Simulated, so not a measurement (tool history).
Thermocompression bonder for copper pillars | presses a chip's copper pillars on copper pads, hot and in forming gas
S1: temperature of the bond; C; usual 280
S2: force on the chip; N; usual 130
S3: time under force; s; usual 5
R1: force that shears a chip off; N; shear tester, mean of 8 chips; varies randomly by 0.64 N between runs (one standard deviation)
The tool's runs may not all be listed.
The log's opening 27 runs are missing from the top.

run   hour   S1   S2  S3    R1
 28  181.8  278  145   5  39.3
 29  187.0  278  145   5  38.0
 30  191.5  288  130   5  40.8
 31  197.6  281  151   5  42.2
 32  203.9  286  194   4  50.1
 33  212.5  286  194   4  49.1
 34  217.0  279  194   4  46.8
 35  222.4  279  194   4  46.5
 36  226.8  280   88   3  19.3
 37  230.9  280   88   3  20.0
 38  236.7  280   91  10  33.6
 39  244.6  280   91  10  31.6

What does the tool deliver on the next run?
 40  248.2  265  91   6   ?

Run 40 came out at R1 21.0 N.
With no hidden state in the tool, this same run would have given R1 23.7 N.
